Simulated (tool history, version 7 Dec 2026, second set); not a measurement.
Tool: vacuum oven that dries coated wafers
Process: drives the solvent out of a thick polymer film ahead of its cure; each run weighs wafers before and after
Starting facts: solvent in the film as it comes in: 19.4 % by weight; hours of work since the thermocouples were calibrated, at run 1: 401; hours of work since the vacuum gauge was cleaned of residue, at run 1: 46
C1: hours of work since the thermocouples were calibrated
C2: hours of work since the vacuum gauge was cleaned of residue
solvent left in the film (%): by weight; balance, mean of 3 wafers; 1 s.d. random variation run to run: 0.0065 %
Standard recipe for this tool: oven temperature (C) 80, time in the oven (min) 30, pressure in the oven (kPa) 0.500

Run 1, hour 0.0: usual settings; C1 401; C2 46. Result: solvent left in the film (%) 0.656.
Run 2, hour 13.5: usual settings; C1 407; C2 52. Result: solvent left in the film (%) 0.679.
Run 3, hour 29.0: usual settings; C1 414; C2 59. Result: solvent left in the film (%) 0.675.
Run 4, hour 43.8: usual settings; C1 421; C2 66. Result: solvent left in the film (%) 0.673.
Run 5, hour 54.8: usual settings but time in the oven (min) 24; C1 426; C2 71. Result: solvent left in the film (%) 1.218.
Run 6, hour 71.4: usual settings but oven temperature (C) 85; C1 433; C2 79. Result: solvent left in the film (%) 0.282.
Run 7, hour 80.1: usual settings but oven temperature (C) 85; C1 437; C2 83. Result: solvent left in the film (%) 0.255.
Run 8, hour 90.7: usual settings but oven temperature (C) 85; C1 442; C2 88. Result: solvent left in the film (%) 0.277.
Run 9, hour 105.7: usual settings but oven temperature (C) 72; C1 449; C2 95. Result: solvent left in the film (%) 2.166.
Run 10, hour 112.9: usual settings but oven temperature (C) 72; C1 452; C2 98. Result: solvent left in the film (%) 2.175.
Run 11, hour 129.3: usual settings but oven temperature (C) 72; C1 460; C2 105. Result: solvent left in the film (%) 2.169.
Run 12, hour 139.8: usual settings but oven temperature (C) 72; C1 465; C2 110. Result: solvent left in the film (%) 2.169.
Run 13, hour 152.9: usual settings but oven temperature (C) 72; C1 471; C2 116. Result: solvent left in the film (%) 2.186.
Run 14, hour 163.9: usual settings but oven temperature (C) 72; C1 476; C2 121. Result: solvent left in the film (%) 2.188.
Run 15, hour 179.4: usual settings but oven temperature (C) 72; C1 483; C2 128. Result: solvent left in the film (%) 2.183.
Run 16, hour 188.5: usual settings but oven temperature (C) 72, time in the oven (min) 16; C1 487; C2 132. Result: solvent left in the film (%) 5.401.
Run 17, hour 200.1: usual settings but oven temperature (C) 72, time in the oven (min) 16; C1 492; C2 138. Result: solvent left in the film (%) 5.419.
Run 18, hour 215.8: usual settings but oven temperature (C) 79, time in the oven (min) 41, pressure in the oven (kPa) 0.773; C1 500; C2 145. Result: solvent left in the film (%) 0.381.
Run 19, hour 227.6: usual settings but oven temperature (C) 79, time in the oven (min) 41, pressure in the oven (kPa) 0.773; C1 505; C2 150. Result: solvent left in the film (%) 0.390.
Run 20, hour 239.8: usual settings but time in the oven (min) 16, pressure in the oven (kPa) 0.674; C1 511; C2 156. Result: solvent left in the film (%) 2.846.
Run 21, hour 249.2: usual settings but oven temperature (C) 69, time in the oven (min) 25, pressure in the oven (kPa) 0.303; C1 515; C2 160. Result: solvent left in the film (%) 3.937.
Run 22, hour 265.2: usual settings but oven temperature (C) 71, time in the oven (min) 53, pressure in the oven (kPa) 1.041; C1 522; C2 168. Result: solvent left in the film (%) 0.806.
Run 23, hour 273.3: usual settings but oven temperature (C) 93, time in the oven (min) 45, pressure in the oven (kPa) 0.610; C1 526; C2 171. Result: solvent left in the film (%) 0.079.
Run 24, hour 287.6: usual settings but oven temperature (C) 66, time in the oven (min) 36, pressure in the oven (kPa) 0.564; C1 532; C2 178. Result: solvent left in the film (%) 3.116.
Run 25, hour 300.5: usual settings but oven temperature (C) 88, time in the oven (min) 50, pressure in the oven (kPa) 0.689; C1 538; C2 184. Result: solvent left in the film (%) 0.105.
Run 26, hour 311.3: usual settings but time in the oven (min) 25, pressure in the oven (kPa) 1.139; C1 543; C2 189. Result: solvent left in the film (%) 1.252.
Run 27, hour 327.3: usual settings but oven temperature (C) 92, time in the oven (min) 40, pressure in the oven (kPa) 1.707; C1 551; C2 196. Result: solvent left in the film (%) 0.206.
Run 28, hour 335.5: usual settings but oven temperature (C) 92, time in the oven (min) 40, pressure in the oven (kPa) 1.707; C1 554; C2 200. Result: solvent left in the film (%) 0.211.
Run 29, hour 352.3: usual settings but oven temperature (C) 88, time in the oven (min) 49; C1 562; C2 208. Result: solvent left in the film (%) 0.079.
Run 30, hour 361.6: usual settings but time in the oven (min) 27; C1 566; C2 212. Result: solvent left in the film (%) 0.929.
Run 31, hour 370.6: usual settings but time in the oven (min) 35, pressure in the oven (kPa) 0.403; C1 570; C2 216. Result: solvent left in the film (%) 0.440.
Run 32, hour 382.5: usual settings but pressure in the oven (kPa) 0.925; C1 576; C2 221. Result: solvent left in the film (%) 0.778.
Run 33, hour 395.7: usual settings but pressure in the oven (kPa) 0.925; C1 582; C2 227. Result: solvent left in the film (%) 0.768.

Predict each of these 4 candidate next runs independently; none follows another, all start after run 33:
Run A, hour 403.7: usual settings but time in the oven (min) 38, pressure in the oven (kPa) 0.647; C1 586; C2 231. Result: solvent left in the film (%) ?.
Run B, hour 403.7: usual settings but pressure in the oven (kPa) 0.694; C1 586; C2 231. Result: solvent left in the film (%) ?.
Run C, hour 403.7: usual settings but pressure in the oven (kPa) 0.741; C1 586; C2 231. Result: solvent left in the film (%) ?.
Run D, hour 403.7: usual settings but oven temperature (C) 89, time in the oven (min) 16, pressure in the oven (kPa) 0.274; C1 586; C2 231. Result: solvent left in the film (%) ?.

run  solvent left in the film (%)
  A                         0.387
  B                         0.742
  C                         0.740
  D                         0.900
Take away the tool's hidden state, keep each run's random variation, and the runs would have read:
run  solvent left in the film (%)
  A                         0.351
  B                         0.690
  C                         0.688
  D                         0.847
